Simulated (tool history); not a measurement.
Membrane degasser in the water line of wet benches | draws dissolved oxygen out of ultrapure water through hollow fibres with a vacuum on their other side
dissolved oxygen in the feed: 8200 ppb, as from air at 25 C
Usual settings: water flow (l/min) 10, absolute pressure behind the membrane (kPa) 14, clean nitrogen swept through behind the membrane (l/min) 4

run,day,water flow (l/min),absolute pressure behind the membrane (kPa),clean nitrogen swept through behind the membrane (l/min),dissolved oxygen in the water behind the degasser (ppb),pressure that the water loses in the fibres (kPa)
1,0,10,14,4,70.2,44.81
2,3.712,10,14,4,70.5,45.19
3,7.021,10,14,4,70.6,44.9
4,8.817,10,14,11.46,27.6,44.79
5,11.275,10,14,10.1,29.9,44.77
6,13.375,10,14,10.1,30.1,44.78
7,15.804,10,14,10.1,30.1,44.76
8,18.904,10,14,4,72.2,44.93
9,22.671,10,14,4,72.2,44.65
10,26.029,10,14,4,72.2,44.74
11,28.258,13,14,7.31,56.7,58.02
12,31.379,10,32.1,7.31,102.5,44.74
13,34.904,10,14,9.51,33,45.01
14,37.267,8,13.6,4,55.2,35.83
15,39.138,8,13.6,4,55.2,36.05
16,41.296,11,10.4,4,55,49.16
17,44.038,12,14,2.48,136.7,53.8
18,46.562,11,11.9,4,66,49.54
19,49.492,11,10.3,5.79,39.1,49.57

Some steps in dissolved oxygen in the water behind the degasser (ppb) between neighbouring runs. How much of each would the tool show without its hidden state too (settings, what came in, random variation), and how much is left for the hidden state, with any gauge scatter that isn't in both results?
The hidden state here: membrane still open, %; true pressure behind the membrane over the reading, kPa; air that leaks in behind the membrane, l/min; drift of the gauge itself on oxygen_ppb, %; drift of the gauge itself on loss_of_pressure_kpa, %.
Run 16 -> 17: water flow (l/min) 11 -> 12, absolute pressure behind the membrane (kPa) 10.4 -> 14, clean nitrogen swept through behind the membrane (l/min) 4 -> 2.48. dissolved oxygen in the water behind the degasser (ppb) +81.7: hidden state +2.4, all else +79.3.
